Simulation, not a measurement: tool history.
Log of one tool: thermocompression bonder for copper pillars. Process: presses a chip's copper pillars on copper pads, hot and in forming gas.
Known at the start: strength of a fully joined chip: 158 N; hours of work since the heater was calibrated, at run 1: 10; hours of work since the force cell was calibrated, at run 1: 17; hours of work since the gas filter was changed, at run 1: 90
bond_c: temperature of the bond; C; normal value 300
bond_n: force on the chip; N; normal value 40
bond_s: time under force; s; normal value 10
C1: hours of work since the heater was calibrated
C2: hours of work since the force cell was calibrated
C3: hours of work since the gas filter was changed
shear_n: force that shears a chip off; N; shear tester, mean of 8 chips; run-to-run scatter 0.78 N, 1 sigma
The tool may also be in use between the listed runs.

run 1 day=0 | bond_c=300 bond_n=40 bond_s=10 | C1=10 C2=17 C3=90 | shear_n=59.5
run 2 day=0.483 | bond_c=313 bond_n=40 bond_s=10 | C1=15 C2=22 C3=95 | shear_n=69.3
run 3 day=0.708 | bond_c=300 bond_n=40 bond_s=10 | C1=18 C2=25 C3=98 | shear_n=60.4
run 4 day=1.217 | bond_c=300 bond_n=40 bond_s=6 | C1=23 C2=30 C3=103 | shear_n=48.3
-- day=1.346 heater calibrated with a thermocouple chip
run 5 day=1.692 | bond_c=300 bond_n=40 bond_s=6 | C1=4 C2=35 C3=108 | shear_n=47.8
run 6 day=2.179 | bond_c=300 bond_n=40 bond_s=10 | C1=9 C2=40 C3=113 | shear_n=59

What does the tool deliver on the next run?
run 7 day=2.717 | bond_c=277 bond_n=44 bond_s=27 | C1=15 C2=46 C3=119 | shear_n=?

shear_n: 69.5 N
With the hidden condition absent and the run-to-run variation left alone, this run would have shown shear_n 71.1 N.
